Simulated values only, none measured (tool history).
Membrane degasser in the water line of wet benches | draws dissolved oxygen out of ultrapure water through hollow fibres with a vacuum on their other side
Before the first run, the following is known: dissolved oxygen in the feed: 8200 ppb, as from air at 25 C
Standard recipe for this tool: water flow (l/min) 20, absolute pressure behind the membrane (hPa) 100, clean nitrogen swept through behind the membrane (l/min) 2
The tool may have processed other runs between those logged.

run,hour,water flow (l/min),absolute pressure behind the membrane (hPa),clean nitrogen swept through behind the membrane (l/min),dissolved oxygen in the water behind the degasser (ppb),pressure that the water loses in the fibres (hPa)
1,0,20,100,2,172,621.4
2,184.3,20,100,2,173.9,626.9
3,402.8,20,100,2,175.7,627.2
4,620.6,20,100,2,175.4,625.9
5,807.4,17,100,2,144.8,534.4
6,904.4,17,100,2,145.9,530
7,1013.8,17,100,2,145.1,528.9
8,1134.3,17,109,2,161.8,529.3
9,1323.4,17,109,2,163.5,526.5
10,1521.5,16,72,2.61,66.5,497.2
11,1718.1,16,72,2.61,66.6,502.3
12,1946,16,72,2.61,69.3,496.1
13,2093.1,31,72,1.34,247.5,961.5
14,2239.3,27,215,4.37,299.8,838.9
15,2436.9,27,75,1.08,263.1,836.4

3 ways to go on from here, each from the tool as it stands after run 15. What would each give?
A,2577.6,27,99,1.86,?,?
B,2577.6,17,96,2.92,?,?
C,2577.6,20,100,1.54,?,?

run,dissolved oxygen in the water behind the degasser (ppb),pressure that the water loses in the fibres (hPa)
A,251.9,832.3
B,98.7,524.9
C,216.3,618.2
Take away the tool's hidden state, keep each run's random variation, and the runs would have read:
run,dissolved oxygen in the water behind the degasser (ppb),pressure that the water loses in the fibres (hPa)
A,251.7,840.9
B,98.6,530.3
C,216.2,624.5
